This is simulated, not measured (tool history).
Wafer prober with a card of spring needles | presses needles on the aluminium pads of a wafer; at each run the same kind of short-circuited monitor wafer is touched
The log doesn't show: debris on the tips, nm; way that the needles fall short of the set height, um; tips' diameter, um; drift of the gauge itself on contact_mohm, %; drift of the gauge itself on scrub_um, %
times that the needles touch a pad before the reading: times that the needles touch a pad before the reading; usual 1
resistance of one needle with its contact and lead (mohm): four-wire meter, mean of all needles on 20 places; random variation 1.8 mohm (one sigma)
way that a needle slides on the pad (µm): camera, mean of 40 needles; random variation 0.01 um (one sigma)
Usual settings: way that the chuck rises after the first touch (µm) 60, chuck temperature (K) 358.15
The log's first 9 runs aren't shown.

run	day	way that the chuck rises after the first touch (µm)	chuck temperature (K)	times that the needles touch a pad before the reading	touches since the tips were cleaned	cleanings since the card got new needles	touches since the first contact's height was set	resistance of one needle with its contact and lead (mohm)	way that a needle slides on the pad (µm)
# day 10.546: tips cleaned on abrasive film
# day 11.333: tips cleaned on abrasive film
10	11.546	60	357.15	1	2476	88	57018	355	8.62
# day 12.038: tips cleaned on abrasive film
# day 12.692: tips cleaned on abrasive film
11	12.942	60	357.15	1	2932	90	73228	389	8.59
# day 13.392: tips cleaned on abrasive film
# day 14.062: tips cleaned on abrasive film
12	14.521	79	358.15	1	5354	92	91546	339	11.33
# day 14.842: tips cleaned on abrasive film
# day 15.629: tips cleaned on abrasive film
13	15.942	60	358.15	2	3610	94	107999	322	8.53
# day 16.346: tips cleaned on abrasive film
# day 16.358: height of the first contact set anew
# day 17.046: tips cleaned on abrasive film
14	17.350	60	358.15	2	3544	96	11546	315	8.74
# day 17.783: tips cleaned on abrasive film
# day 18.525: tips cleaned on abrasive film
15	18.575	60	358.15	2	587	98	25734	241	8.71
# day 19.275: tips cleaned on abrasive film
16	19.550	60	358.15	2	3212	99	37061	316	8.69
# day 19.950: tips cleaned on abrasive film
17	20.392	60	358.15	2	5137	100	46810	343	8.66
# day 20.612: tips cleaned on abrasive film
# day 21.317: tips cleaned on abrasive film
18	21.938	60	358.15	2	7261	102	64753	351	8.65
# day 22.029: tips cleaned on abrasive film
# day 22.679: tips cleaned on abrasive film
19	23.162	60	358.15	2	5600	104	78914	344	8.59
# day 23.325: tips cleaned on abrasive film
# day 24.012: tips cleaned on abrasive film
20	24.012	60	358.15	2	0	106	88756	218	8.55
# day 24.721: tips cleaned on abrasive film
# day 25.421: tips cleaned on abrasive film
21	25.633	60	330.15	1	2501	108	107567	375	8.52
# day 26.054: height of the first contact set anew
# day 26.138: tips cleaned on abrasive film
22	26.525	60	330.15	1	4500	109	5433	431	8.74
# day 26.829: tips cleaned on abrasive film
# day 27.475: tips cleaned on abrasive film
# day 28.200: tips cleaned on abrasive film
23	28.404	50	317.15	1	2368	112	27236	467	7.24

Forecast run 24:
# day 28.917: tips cleaned on abrasive film
24	29.438	50	330.15	2	6068	113	39220	?	?

Run 24 gave resistance of one needle with its contact and lead (mohm) 423, way that a needle slides on the pad (µm) 7.25.
Without the tool's hidden state the same run would have given resistance of one needle with its contact and lead (mohm) 193, way that a needle slides on the pad (µm) 7.32.

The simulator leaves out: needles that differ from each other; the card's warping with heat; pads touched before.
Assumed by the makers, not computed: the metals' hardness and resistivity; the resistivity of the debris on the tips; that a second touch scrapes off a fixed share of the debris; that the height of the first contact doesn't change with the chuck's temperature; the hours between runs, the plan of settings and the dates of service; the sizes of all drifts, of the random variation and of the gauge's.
